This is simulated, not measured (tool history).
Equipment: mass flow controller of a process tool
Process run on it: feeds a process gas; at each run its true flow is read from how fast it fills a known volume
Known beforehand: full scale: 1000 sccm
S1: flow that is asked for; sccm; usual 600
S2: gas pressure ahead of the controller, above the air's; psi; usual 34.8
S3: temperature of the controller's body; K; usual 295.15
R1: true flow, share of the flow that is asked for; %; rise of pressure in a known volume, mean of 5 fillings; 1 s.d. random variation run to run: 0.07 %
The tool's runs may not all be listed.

run    hour   S1    S2      S3     R1
  1     0.0  600  34.8  295.15  99.20
  2   176.7  600  34.8  295.15  99.26
  3   341.9  600  34.8  295.15  99.17
  4   505.6  600  34.8  297.15  99.08
  5   672.4  600  34.8  297.15  99.06
  6   828.9  600  34.8  295.15  99.29
  7   964.5  202  34.8  295.15  97.91
  8  1183.6  202  34.8  295.15  98.01
  9  1352.8  202  34.8  295.15  98.20
 10  1464.0  600  33.4  295.15  99.18
 11  1630.4  600  33.4  295.15  99.23
 12  1772.9  600  24.5  295.15  99.03
 13  2032.6  108  39.2  294.15  97.97
 14  2235.0  200  38.0  311.15  96.12
 15  2397.4  200  38.0  311.15  96.12
 16  2559.6  275  23.4  301.15  97.38
 17  2684.6  221  36.3  305.15  96.93
 18  2843.3  600  34.8  312.15  97.35
 19  2960.6  600  34.8  312.15  97.26
 20  3160.5  302  21.8  295.15  98.03

5 options for the next run, each taken on its own from the tool as it stands now. Forecast them:
  A  3298.8  247  34.5  307.15   ?
  B  3298.8  302  21.9  294.15   ?
  C  3298.8  220  36.3  311.15   ?
  D  3298.8  108  21.9  306.15   ?
  E  3298.8  302  23.2  301.15   ?

run     R1
  A  96.78
  B  98.16
  C  96.39
  D  96.14
  E  97.37
Take away the tool's hidden state, keep each run's random variation, and the runs would have read:
run     R1
  A  96.77
  B  98.16
  C  96.39
  D  96.15
  E  97.37
